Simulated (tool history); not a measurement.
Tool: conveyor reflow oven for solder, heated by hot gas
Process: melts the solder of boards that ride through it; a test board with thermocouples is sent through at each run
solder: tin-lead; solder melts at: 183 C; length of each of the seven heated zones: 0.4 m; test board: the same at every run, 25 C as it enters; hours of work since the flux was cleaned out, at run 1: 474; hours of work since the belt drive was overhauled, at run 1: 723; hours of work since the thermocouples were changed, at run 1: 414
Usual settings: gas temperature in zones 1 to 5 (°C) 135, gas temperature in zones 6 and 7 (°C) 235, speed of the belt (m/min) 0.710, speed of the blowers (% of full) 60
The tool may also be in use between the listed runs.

run   hour  gas temperature in zones 1 to 5 (°C)  gas temperature in zones 6 and 7 (°C)  speed of the belt (m/min)  speed of the blowers (% of full)  hours of work since the flux was cleaned out  hours of work since the belt drive was overhauled  hours of work since the thermocouples were changed  highest temperature of the board (°C)  time above the solder's melting point (s)
  1    0.0                                   135                                    235                      0.710                                60                                           474                                                723                                                 414                                  211.7                                       44.8
      18.7  -- flux residue cleaned out of gas plates and filters
  2   29.8                                   146                                    235                      0.710                                60                                             7                                                738                                                 430                                  211.3                                       48.6
  3   50.1                                   146                                    235                      0.710                                60                                            19                                                751                                                 442                                  211.4                                       48.1
  4   81.0                                   146                                    235                      0.710                                60                                            39                                                770                                                 461                                  211.2                                       48.7
  5  100.8                                   146                                    235                      0.710                                60                                            51                                                782                                                 473                                  211.3                                       48.5
  6  133.4                                   146                                    235                      0.710                                60                                            71                                                803                                                 494                                  211.7                                       48.1
  7  163.3                                   146                                    235                      0.710                                60                                            90                                                821                                                 512                                  211.2                                       47.6
  8  190.6                                   136                                    235                      0.710                                60                                           106                                                838                                                 529                                  208.3                                       42.2
  9  217.8                                   132                                    235                      0.710                                60                                           123                                                855                                                 546                                  207.5                                       39.8
     236.8  -- flux residue cleaned out of gas plates and filters, once more
 10  240.4                                   135                                    235                      0.710                                60                                             2                                                866                                                 557                                  214.3                                       48.2
 11  256.8                                   135                                    235                      0.710                                68                                            12                                                876                                                 567                                  214.9                                       49.3
 12  278.7                                   135                                    235                      0.710                                68                                            26                                                889                                                 581                                  215.8                                       49.5
 13  307.6                                   135                                    225                      0.710                                60                                            44                                                907                                                 598                                  205.2                                       39.7
 14  331.6                                   135                                    235                      0.710                                79                                            59                                                922                                                 613                                  216.8                                       50.3
 15  360.3                                   135                                    235                      0.710                                79                                            76                                                940                                                 631                                  217.1                                       50.1
 16  381.3                                   139                                    242                      0.723                                71                                            89                                                953                                                 644                                  222.1                                       53.4
 17  416.5                                   139                                    242                      0.723                                71                                           111                                                975                                                 666                                  222.1                                       53.8
 18  436.2                                   139                                    242                      0.723                                67                                           123                                                987                                                 678                                  221.2                                       53.3
 19  469.2                                   139                                    242                      0.723                                67                                           144                                               1007                                                 699                                  220.6                                       53.0
 20  503.5                                   140                                    237                      0.841                                66                                           165                                               1029                                                 720                                  209.9                                       38.6
 21  520.1                                   146                                    241                      0.723                                87                                           175                                               1039                                                 730                                  223.3                                       57.7
 22  555.8                                   133                                    241                      0.723                                87                                           198                                               1061                                                 752                                  221.4                                       52.2
     579.2  -- thermocouples of zones 6 and 7 changed
 23  583.9                                   149                                    235                      0.710                                60                                           214                                               1077                                                   3                                  217.3                                       55.3
 24  618.5                                   149                                    235                      0.710                                60                                           235                                               1099                                                  24                                  216.7                                       55.0
 25  645.7                                   149                                    234                      0.710                                60                                           252                                               1116                                                  41                                  216.3                                       54.5
 26  672.1                                   149                                    234                      0.710                                60                                           268                                               1132                                                  57                                  215.9                                       54.4
 27  694.5                                   141                                    235                      0.792                                60                                           282                                               1146                                                  71                                  210.7                                       41.3
 28  729.3                                   139                                    228                      0.737                                60                                           304                                               1167                                                  93                                  207.5                                       41.4
 29  749.9                                   135                                    235                      0.741                                52                                           317                                               1180                                                 106                                  210.0                                       42.3
 30  779.8                                   135                                    235                      0.741                                52                                           335                                               1199                                                 124                                  210.4                                       41.9

Some steps in highest temperature of the board (°C) between neighbouring runs. How much of each would the tool show without its hidden state too (settings, what came in, random variation), and how much is left for the hidden state, with any gauge scatter that isn't in both results?
The hidden state here: heat that the gas passes to the board, % of a clean oven's; belt's true speed, % of the reading; true gas temperature in zones 6 and 7 over the reading, C; drift of the gauge itself on peak_c, C; drift of the gauge itself on liquid_s, %.
Run 1 -> 2: gas temperature in zones 1 to 5 (°C) 135 -> 146, flux residue cleaned out of gas plates and filters. highest temperature of the board (°C) -0.4: hidden state -1.9, all else +1.5.
Run 9 -> 10: gas temperature in zones 1 to 5 (°C) 132 -> 135, flux residue cleaned out of gas plates and filters, once more. highest temperature of the board (°C) +6.8: hidden state +6.2, all else +0.6.
Run 13 -> 14: gas temperature in zones 6 and 7 (°C) 225 -> 235, speed of the blowers (% of full) 60 -> 79. highest temperature of the board (°C) +11.6: hidden state -0.2, all else +11.8.
Run 19 -> 20: gas temperature in zones 1 to 5 (°C) 139 -> 140, gas temperature in zones 6 and 7 (°C) 242 -> 237, speed of the belt (m/min) 0.723 -> 0.841, speed of the blowers (% of full) 67 -> 66. highest temperature of the board (°C) -10.7: hidden state -0.1, all else -10.6.
Run 20 -> 21: gas temperature in zones 1 to 5 (°C) 140 -> 146, gas temperature in zones 6 and 7 (°C) 237 -> 241, speed of the belt (m/min) 0.841 -> 0.723, speed of the blowers (% of full) 66 -> 87. highest temperature of the board (°C) +13.4: hidden state -0.3, all else +13.7.
Run 22 -> 23: gas temperature in zones 1 to 5 (°C) 133 -> 149, gas temperature in zones 6 and 7 (°C) 241 -> 235, speed of the belt (m/min) 0.723 -> 0.710, speed of the blowers (% of full) 87 -> 60, thermocouples of zones 6 and 7 changed. highest temperature of the board (°C) -4.1: hidden state +1.4, all else -5.5.

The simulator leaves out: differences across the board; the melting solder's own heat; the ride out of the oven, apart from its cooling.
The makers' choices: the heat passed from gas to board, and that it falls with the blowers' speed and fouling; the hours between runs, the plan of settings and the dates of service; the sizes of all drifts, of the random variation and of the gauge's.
